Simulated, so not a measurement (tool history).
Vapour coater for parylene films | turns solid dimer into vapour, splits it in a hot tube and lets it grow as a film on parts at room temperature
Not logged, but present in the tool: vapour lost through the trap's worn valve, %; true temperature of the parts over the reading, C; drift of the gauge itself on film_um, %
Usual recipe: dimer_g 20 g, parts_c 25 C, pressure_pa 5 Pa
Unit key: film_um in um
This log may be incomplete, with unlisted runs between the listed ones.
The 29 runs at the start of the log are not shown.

| run | day | dimer_g | parts_c | pressure_pa | hours of work since the trap's valve was overhauled | hours of work since the table's thermometer was calibrated | film_um |
|---|---|---|---|---|---|---|---|
|  | 56.708 | trap's valve overhauled |
| 30 | 59.012 | 15 | 18 | 8.83 | 40 | 70 | 8.99 |
| 31 | 61.367 | 15 | 18 | 8.83 | 80 | 110 | 8.87 |
| 32 | 62.867 | 33 | 25 | 5.78 | 106 | 136 | 15.35 |
| 33 | 65.575 | 33 | 25 | 5.78 | 152 | 182 | 15.3 |
| 34 | 68.388 | 30 | 21 | 5.78 | 200 | 230 | 15.78 |
| 35 | 70.342 | 31 | 21 | 8.17 | 234 | 264 | 15.06 |
| 36 | 71.717 | 22 | 21 | 4.02 | 258 | 288 | 11.89 |
| 37 | 73.921 | 9 | 21 | 4.02 | 295 | 325 | 4.77 |
|  | 74.817 | trap's valve overhauled |
| 38 | 75.671 | 9 | 19 | 7.95 | 15 | 353 | 5.24 |
| 39 | 78.079 | 9 | 19 | 7.95 | 56 | 394 | 5.23 |
| 40 | 79.954 | 11 | 19 | 7.95 | 88 | 426 | 6.19 |
| 41 | 82.554 | 11 | 19 | 7.95 | 133 | 471 | 6.13 |
| 42 | 84.042 | 32 | 32 | 2.28 | 158 | 496 | 12.97 |
| 43 | 86.642 | 25 | 32 | 6.39 | 203 | 541 | 8.08 |
| 44 | 88.958 | 25 | 32 | 6.39 | 243 | 581 | 7.97 |
| 45 | 91.092 | 25 | 32 | 6.39 | 279 | 617 | 7.59 |
|  | 92.904 | trap's valve overhauled |
| 46 | 94.079 | 18 | 19 | 3.58 | 20 | 666 | 11.98 |
| 47 | 96.142 | 18 | 19 | 3.58 | 56 | 701 | 11.84 |

Below are 3 alternative next runs, each starting from the tool's condition after run 47. Predict each:
| A | 98.638 | 20 | 25 | 2.83 | 98 | 744 | ? |
| B | 98.638 | 20 | 21 | 5 | 98 | 744 | ? |
| C | 98.638 | 20 | 35 | 5 | 98 | 744 | ? |

| run | film_um |
|---|---|
| A | 10.67 |
| B | 11.17 |
| C | 6.28 |
Without the tool's unlogged condition, the same runs would have read:
| run | film_um |
|---|---|
| A | 11.55 |
| B | 12.1 |
| C | 6.8 |
